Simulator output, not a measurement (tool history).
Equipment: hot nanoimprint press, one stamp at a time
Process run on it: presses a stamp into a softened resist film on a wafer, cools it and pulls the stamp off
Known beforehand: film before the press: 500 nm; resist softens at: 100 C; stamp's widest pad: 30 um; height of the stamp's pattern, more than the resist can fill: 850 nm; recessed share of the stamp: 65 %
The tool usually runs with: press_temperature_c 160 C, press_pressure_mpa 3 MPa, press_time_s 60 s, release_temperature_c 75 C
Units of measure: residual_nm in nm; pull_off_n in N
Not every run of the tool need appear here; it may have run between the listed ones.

Run 1, day 0: usual settings. Result: residual_nm 215.9 nm, pull_off_n 214 N.
Run 2, day 2.717: usual settings but press_temperature_c 163 C. Result: residual_nm 194.3 nm, pull_off_n 213 N.
Run 3, day 4.529: usual settings. Result: residual_nm 215 nm, pull_off_n 209 N.
Run 4, day 7.975: usual settings. Result: residual_nm 215.1 nm, pull_off_n 217 N.
At day 11.329: stamp cleaned and given a new release coat.
Run 5, day 11.329: usual settings but release_temperature_c 71 C. Result: residual_nm 214.6 nm, pull_off_n 214 N.
At day 14.075: plate thermocouple calibrated.
Run 6, day 14.075: usual settings but release_temperature_c 71 C. Result: residual_nm 215.5 nm, pull_off_n 217 N.
Run 7, day 16.208: usual settings but release_temperature_c 71 C. Result: residual_nm 215.2 nm, pull_off_n 216 N.
Run 8, day 19.654: usual settings. Result: residual_nm 215.3 nm, pull_off_n 208 N.
Run 9, day 21.95: usual settings but press_temperature_c 161 C. Result: residual_nm 208.2 nm, pull_off_n 212 N.
At day 22.896: stamp cleaned and given a new release coat.
Run 10, day 24.525: usual settings but press_temperature_c 161 C. Result: residual_nm 207.4 nm, pull_off_n 212 N.
Run 11, day 27.05: usual settings but press_temperature_c 161 C. Result: residual_nm 208.3 nm, pull_off_n 215 N.
Run 12, day 30.321: usual settings but press_temperature_c 161 C. Result: residual_nm 207.6 nm, pull_off_n 208 N.
At day 32.671: press's hydraulic seals changed and the load cell set to zero.
Run 13, day 33.154: usual settings but press_temperature_c 161 C. Result: residual_nm 205.4 nm, pull_off_n 203 N.
At day 33.642: plate thermocouple calibrated.
At day 34.671: stamp cleaned and given a new release coat.
Run 14, day 36.992: usual settings but press_temperature_c 161 C. Result: residual_nm 207.5 nm, pull_off_n 210 N.
Run 15, day 39.238: usual settings but press_temperature_c 161 C. Result: residual_nm 207.9 nm, pull_off_n 209 N.
Run 16, day 40.958: usual settings but release_temperature_c 79 C. Result: residual_nm 212.4 nm, pull_off_n 208 N.
Run 17, day 44.075: usual settings but release_temperature_c 79 C. Result: residual_nm 213.7 nm, pull_off_n 208 N.
At day 45.979: stamp cleaned and given a new release coat.
Run 18, day 46.471: usual settings but release_temperature_c 79 C. Result: residual_nm 212.8 nm, pull_off_n 204 N.
Run 19, day 48.696: usual settings but press_pressure_mpa 3.15 MPa, release_temperature_c 78 C. Result: residual_nm 208.2 nm, pull_off_n 207 N.
Run 20, day 51.554: usual settings but press_temperature_c 164 C. Result: residual_nm 188.1 nm, pull_off_n 210 N.
At day 53.338: plate thermocouple calibrated.
Run 21, day 55.583: usual settings but press_temperature_c 169 C, press_pressure_mpa 3.25 MPa, press_time_s 81 s. Result: residual_nm 136.6 nm, pull_off_n 209 N.
At day 57.396: stamp cleaned and given a new release coat.
Run 22, day 58.321: usual settings but press_temperature_c 169 C, press_pressure_mpa 3.25 MPa, press_time_s 81 s. Result: residual_nm 137.4 nm, pull_off_n 216 N.
Run 23, day 60.7: usual settings but press_temperature_c 169 C, press_pressure_mpa 3.25 MPa, press_time_s 81 s. Result: residual_nm 136.1 nm, pull_off_n 214 N.
Run 24, day 63.375: usual settings but press_temperature_c 170 C, press_time_s 65 s. Result: residual_nm 150.9 nm, pull_off_n 208 N.
Run 25, day 67.346: usual settings but press_temperature_c 170 C, press_time_s 65 s. Result: residual_nm 150.7 nm, pull_off_n 210 N.
At day 68.896: stamp cleaned and given a new release coat.
Run 26, day 69.483: usual settings but press_pressure_mpa 3.87 MPa, press_time_s 54 s, release_temperature_c 82 C. Result: residual_nm 191.8 nm, pull_off_n 198 N.
Run 27, day 71.425: usual settings but press_temperature_c 152 C, press_pressure_mpa 3.65 MPa, press_time_s 36 s, release_temperature_c 61 C. Result: residual_nm 294.1 nm, pull_off_n 224 N.
At day 72.938: plate thermocouple calibrated.
Run 28, day 74.946: usual settings but press_temperature_c 153 C, press_pressure_mpa 2.06 MPa, press_time_s 38 s. Result: residual_nm 353.5 nm, pull_off_n 217 N.
Run 29, day 77.271: usual settings but press_temperature_c 153 C, press_pressure_mpa 2.06 MPa, press_time_s 38 s, release_temperature_c 72 C. Result: residual_nm 353.7 nm, pull_off_n 223 N.

How would selected steps in residual_nm from run to run divide? Give the signed amount a tool lacking its hidden state would still show from settings, what came in and random variation, and the signed amount left for the hidden state, including any gauge scatter that is not in both of the compared results.
Unlogged tool condition in this case: true temperature over the reading, C; pressure that arrives at the usual setting, %; grip of the stamp's worn release coat, % over a new coat's; drift of the gauge itself on residual_nm, %; drift of the gauge itself on pull_off_n, %.
Run 26 -> 27: press_temperature_c 160 -> 152, press_pressure_mpa 3.87 -> 3.65, press_time_s 54 -> 36, release_temperature_c 82 -> 61. residual_nm +102.3 nm: hidden state -1.6, all else +103.9.
Run 27 -> 28: press_temperature_c 152 -> 153, press_pressure_mpa 3.65 -> 2.06, press_time_s 36 -> 38, release_temperature_c 61 -> 75, plate thermocouple calibrated. residual_nm +59.4 nm: hidden state -1, all else +60.4.
